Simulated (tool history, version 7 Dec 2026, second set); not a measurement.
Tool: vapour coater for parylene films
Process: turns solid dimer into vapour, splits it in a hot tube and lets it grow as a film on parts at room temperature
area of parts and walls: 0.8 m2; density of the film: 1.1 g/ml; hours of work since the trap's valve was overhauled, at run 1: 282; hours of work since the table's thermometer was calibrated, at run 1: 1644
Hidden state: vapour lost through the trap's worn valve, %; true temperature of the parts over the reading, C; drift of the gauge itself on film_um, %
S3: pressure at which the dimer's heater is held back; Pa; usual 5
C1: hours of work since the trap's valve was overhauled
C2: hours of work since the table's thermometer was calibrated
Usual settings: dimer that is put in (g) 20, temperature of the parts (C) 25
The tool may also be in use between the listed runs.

run 1 day=0 | dimer_that_is_put_in_(g)=20 temperature_of_the_parts_(C)=25 S3=5 | C1=282 C2=1644 | thickness_of_the_film_(um)=17.16
-- day=1.292 trap's valve overhauled
run 2 day=1.725 | dimer_that_is_put_in_(g)=20 temperature_of_the_parts_(C)=25 S3=5 | C1=7 C2=1671 | thickness_of_the_film_(um)=18.86
run 3 day=4.004 | dimer_that_is_put_in_(g)=20 temperature_of_the_parts_(C)=25 S3=5 | C1=46 C2=1710 | thickness_of_the_film_(um)=18.63
run 4 day=6.246 | dimer_that_is_put_in_(g)=20 temperature_of_the_parts_(C)=34 S3=5 | C1=85 C2=1748 | thickness_of_the_film_(um)=11.92
run 5 day=7.825 | dimer_that_is_put_in_(g)=24 temperature_of_the_parts_(C)=34 S3=5 | C1=112 C2=1775 | thickness_of_the_film_(um)=14.28
run 6 day=9.225 | dimer_that_is_put_in_(g)=24 temperature_of_the_parts_(C)=34 S3=5 | C1=136 C2=1799 | thickness_of_the_film_(um)=14.02
run 7 day=10.621 | dimer_that_is_put_in_(g)=24 temperature_of_the_parts_(C)=34 S3=5 | C1=160 C2=1823 | thickness_of_the_film_(um)=14.2
run 8 day=12.95 | dimer_that_is_put_in_(g)=24 temperature_of_the_parts_(C)=34 S3=5.33 | C1=199 C2=1863 | thickness_of_the_film_(um)=13.85
run 9 day=14.671 | dimer_that_is_put_in_(g)=24 temperature_of_the_parts_(C)=34 S3=5.33 | C1=229 C2=1893 | thickness_of_the_film_(um)=13.75
run 10 day=16.138 | dimer_that_is_put_in_(g)=24 temperature_of_the_parts_(C)=34 S3=5.33 | C1=254 C2=1918 | thickness_of_the_film_(um)=13.62
-- day=16.367 table's thermometer calibrated
run 11 day=18.492 | dimer_that_is_put_in_(g)=20 temperature_of_the_parts_(C)=25 S3=5.49 | C1=293 C2=36 | thickness_of_the_film_(um)=16.6
-- day=19.167 trap's valve overhauled
run 12 day=20.833 | dimer_that_is_put_in_(g)=20 temperature_of_the_parts_(C)=25 S3=5.49 | C1=28 C2=74 | thickness_of_the_film_(um)=17.71
run 13 day=22.783 | dimer_that_is_put_in_(g)=20 temperature_of_the_parts_(C)=25 S3=5.49 | C1=62 C2=107 | thickness_of_the_film_(um)=17.59
run 14 day=24.229 | dimer_that_is_put_in_(g)=20 temperature_of_the_parts_(C)=25 S3=5.49 | C1=87 C2=132 | thickness_of_the_film_(um)=17.39
run 15 day=25.642 | dimer_that_is_put_in_(g)=20 temperature_of_the_parts_(C)=26 S3=5 | C1=111 C2=156 | thickness_of_the_film_(um)=16.52
run 16 day=27.529 | dimer_that_is_put_in_(g)=28 temperature_of_the_parts_(C)=21 S3=5 | C1=143 C2=188 | thickness_of_the_film_(um)=29.55
run 17 day=29.183 | dimer_that_is_put_in_(g)=28 temperature_of_the_parts_(C)=21 S3=5 | C1=171 C2=216 | thickness_of_the_film_(um)=29.19
run 18 day=30.608 | dimer_that_is_put_in_(g)=28 temperature_of_the_parts_(C)=31 S3=3.91 | C1=196 C2=241 | thickness_of_the_film_(um)=18.24
run 19 day=32.371 | dimer_that_is_put_in_(g)=28 temperature_of_the_parts_(C)=31 S3=3.91 | C1=226 C2=271 | thickness_of_the_film_(um)=17.82
run 20 day=34.629 | dimer_that_is_put_in_(g)=28 temperature_of_the_parts_(C)=31 S3=3.91 | C1=265 C2=310 | thickness_of_the_film_(um)=17.81
-- day=37.05 trap's valve overhauled
run 21 day=37.179 | dimer_that_is_put_in_(g)=25 temperature_of_the_parts_(C)=22 S3=2.12 | C1=2 C2=350 | thickness_of_the_film_(um)=27.41
run 22 day=38.521 | dimer_that_is_put_in_(g)=11 temperature_of_the_parts_(C)=20 S3=3.86 | C1=25 C2=373 | thickness_of_the_film_(um)=12.17
run 23 day=40.704 | dimer_that_is_put_in_(g)=11 temperature_of_the_parts_(C)=33 S3=5 | C1=62 C2=411 | thickness_of_the_film_(um)=6.64
run 24 day=41.696 | dimer_that_is_put_in_(g)=26 temperature_of_the_parts_(C)=36 S3=5 | C1=79 C2=428 | thickness_of_the_film_(um)=13.48
run 25 day=42.908 | dimer_that_is_put_in_(g)=20 temperature_of_the_parts_(C)=25 S3=11.75 | C1=100 C2=448 | thickness_of_the_film_(um)=16.79
run 26 day=43.979 | dimer_that_is_put_in_(g)=20 temperature_of_the_parts_(C)=25 S3=11.75 | C1=119 C2=467 | thickness_of_the_film_(um)=16.73
run 27 day=45.329 | dimer_that_is_put_in_(g)=21 temperature_of_the_parts_(C)=36 S3=11.75 | C1=142 C2=490 | thickness_of_the_film_(um)=10.17
run 28 day=47.079 | dimer_that_is_put_in_(g)=21 temperature_of_the_parts_(C)=35 S3=11.75 | C1=172 C2=520 | thickness_of_the_film_(um)=10.59
run 29 day=49.308 | dimer_that_is_put_in_(g)=21 temperature_of_the_parts_(C)=35 S3=11.75 | C1=210 C2=558 | thickness_of_the_film_(um)=10.57

4 ways to go on from here, each from the tool as it stands after run 29. What would each give?
run A day=51.271 | dimer_that_is_put_in_(g)=10 temperature_of_the_parts_(C)=22 S3=5 | C1=243 C2=591 | thickness_of_the_film_(um)=?
run B day=51.271 | dimer_that_is_put_in_(g)=10 temperature_of_the_parts_(C)=32 S3=2.21 | C1=243 C2=591 | thickness_of_the_film_(um)=?
run C day=51.271 | dimer_that_is_put_in_(g)=16 temperature_of_the_parts_(C)=18 S3=5.41 | C1=243 C2=591 | thickness_of_the_film_(um)=?
run D day=51.271 | dimer_that_is_put_in_(g)=14 temperature_of_the_parts_(C)=17 S3=4.66 | C1=243 C2=591 | thickness_of_the_film_(um)=?

run=A thickness_of_the_film_(um)=9.84
run=B thickness_of_the_film_(um)=6.41
run=C thickness_of_the_film_(um)=16.83
run=D thickness_of_the_film_(um)=14.66
Without the tool's hidden state the same runs would have given:
run=A thickness_of_the_film_(um)=10.28
run=B thickness_of_the_film_(um)=6.7
run=C thickness_of_the_film_(um)=17.84
run=D thickness_of_the_film_(um)=15.54
